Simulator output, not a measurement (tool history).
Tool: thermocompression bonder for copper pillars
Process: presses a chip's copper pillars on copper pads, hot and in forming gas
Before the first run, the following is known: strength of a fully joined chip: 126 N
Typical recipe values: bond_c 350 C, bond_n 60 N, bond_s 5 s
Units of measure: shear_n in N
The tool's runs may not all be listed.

run 1 day=0.000 | bond_c=350 bond_n=60 bond_s=5 | shear_n=79.4
-- day=0.946 forming gas filter changed
run 2 day=1.767 | bond_c=350 bond_n=60 bond_s=5 | shear_n=89.4
run 3 day=2.954 | bond_c=350 bond_n=60 bond_s=5 | shear_n=87.8
run 4 day=5.008 | bond_c=350 bond_n=60 bond_s=5 | shear_n=85.7
run 5 day=7.012 | bond_c=350 bond_n=60 bond_s=5 | shear_n=81.7
run 6 day=9.550 | bond_c=350 bond_n=60 bond_s=5 | shear_n=82.5
-- day=10.538 forming gas filter changed
run 7 day=11.833 | bond_c=350 bond_n=60 bond_s=5 | shear_n=89.1
run 8 day=13.417 | bond_c=380 bond_n=60 bond_s=5 | shear_n=103.1
run 9 day=16.033 | bond_c=380 bond_n=60 bond_s=5 | shear_n=99.7
run 10 day=17.908 | bond_c=380 bond_n=60 bond_s=5 | shear_n=95.7
-- day=18.212 force cell calibrated
run 11 day=19.183 | bond_c=350 bond_n=63 bond_s=5 | shear_n=82.8
-- day=20.275 forming gas filter changed
run 12 day=21.017 | bond_c=350 bond_n=63 bond_s=5 | shear_n=92.7
run 13 day=23.138 | bond_c=350 bond_n=63 bond_s=5 | shear_n=89.4
run 14 day=25.296 | bond_c=350 bond_n=63 bond_s=5 | shear_n=87.5
run 15 day=27.738 | bond_c=326 bond_n=84 bond_s=10 | shear_n=93.7
-- day=29.529 force cell calibrated, once more
run 16 day=29.783 | bond_c=350 bond_n=42 bond_s=15 | shear_n=93.4
-- day=30.038 forming gas filter changed
run 17 day=32.196 | bond_c=350 bond_n=42 bond_s=15 | shear_n=98.8
run 18 day=34.671 | bond_c=350 bond_n=42 bond_s=15 | shear_n=98.5
run 19 day=36.171 | bond_c=349 bond_n=66 bond_s=3 | shear_n=74.8

Consider 3 possible next runs. They are alternatives, not a sequence: every one starts from the tool as it was left by run 19. What does each give?
run A day=37.662 | bond_c=327 bond_n=51 bond_s=9 | shear_n=?
run B day=37.662 | bond_c=350 bond_n=60 bond_s=14 | shear_n=?
run C day=37.662 | bond_c=350 bond_n=60 bond_s=5 | shear_n=?

run=A shear_n=78.6
run=B shear_n=101.8
run=C shear_n=81.1
Take away the tool's hidden state, keep each run's random variation, and the runs would have read:
run=A shear_n=82.9
run=B shear_n=109.4
run=C shear_n=86.1
